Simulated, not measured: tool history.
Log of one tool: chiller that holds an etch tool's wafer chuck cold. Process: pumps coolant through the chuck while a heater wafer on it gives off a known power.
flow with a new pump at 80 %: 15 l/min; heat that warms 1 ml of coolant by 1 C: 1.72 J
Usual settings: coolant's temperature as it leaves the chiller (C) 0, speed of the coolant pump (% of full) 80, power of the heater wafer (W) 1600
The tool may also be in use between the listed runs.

run,hour,coolant's temperature as it leaves the chiller (C),speed of the coolant pump (% of full),power of the heater wafer (W),chuck's temperature once it has settled (C),how much warmer the coolant comes back (C)
1,0.0,0,80,1600,11.3,3.74
2,48.2,0,80,1600,11.2,3.74
3,100.0,0,80,1600,11.2,3.68
4,135.5,0,80,1600,11.4,3.74
5,186.4,0,80,1600,11.2,3.65
6,241.2,0,80,1600,11.2,3.63
7,288.1,0,80,1600,11.5,3.66
8,320.4,8,80,1600,19.3,3.66
9,364.3,8,80,1600,19.4,3.65
10,418.7,8,80,1600,19.3,3.61
11,457.6,8,80,1600,19.3,3.58
12,495.3,8,80,1600,19.0,3.60
13,544.4,8,80,1600,19.2,3.59
14,575.6,8,80,1600,19.3,3.60
15,611.7,0,80,1600,11.5,3.58
16,641.9,-1,80,1600,10.3,3.54
17,700.5,-1,80,1600,10.3,3.57
18,742.4,2,86,1351,11.3,2.78
19,781.4,2,86,1351,11.1,2.72
20,814.0,2,86,1351,11.4,2.72
21,848.6,9,64,905,16.3,2.46
22,896.2,0,92,1150,7.4,2.12
23,922.1,0,68,1150,8.8,2.95
24,979.8,0,80,1849,13.0,4.09
25,1022.5,0,80,2083,14.5,4.62
26,1067.2,0,80,997,7.0,2.05
27,1113.6,0,88,1491,9.9,2.86
28,1146.7,0,85,2252,15.4,4.66
29,1180.2,0,85,2252,15.3,4.64
30,1233.0,0,96,1255,8.0,2.16
31,1293.7,0,96,1255,8.1,2.11
32,1351.2,0,96,1255,8.1,2.11

Not shown: 1 entry that the log had between the listed runs. Between which runs, and how does the tool's hidden state differ before and after?
Between runs 19 and 20: chiller's thermometer calibrated (hour 793.7)
  drift of the gauge itself on warmer_back_c, C: -0.19 -> -0.2
  measured less the result without the state, how much warmer the coolant comes back (C): -0.19 -> -0.19

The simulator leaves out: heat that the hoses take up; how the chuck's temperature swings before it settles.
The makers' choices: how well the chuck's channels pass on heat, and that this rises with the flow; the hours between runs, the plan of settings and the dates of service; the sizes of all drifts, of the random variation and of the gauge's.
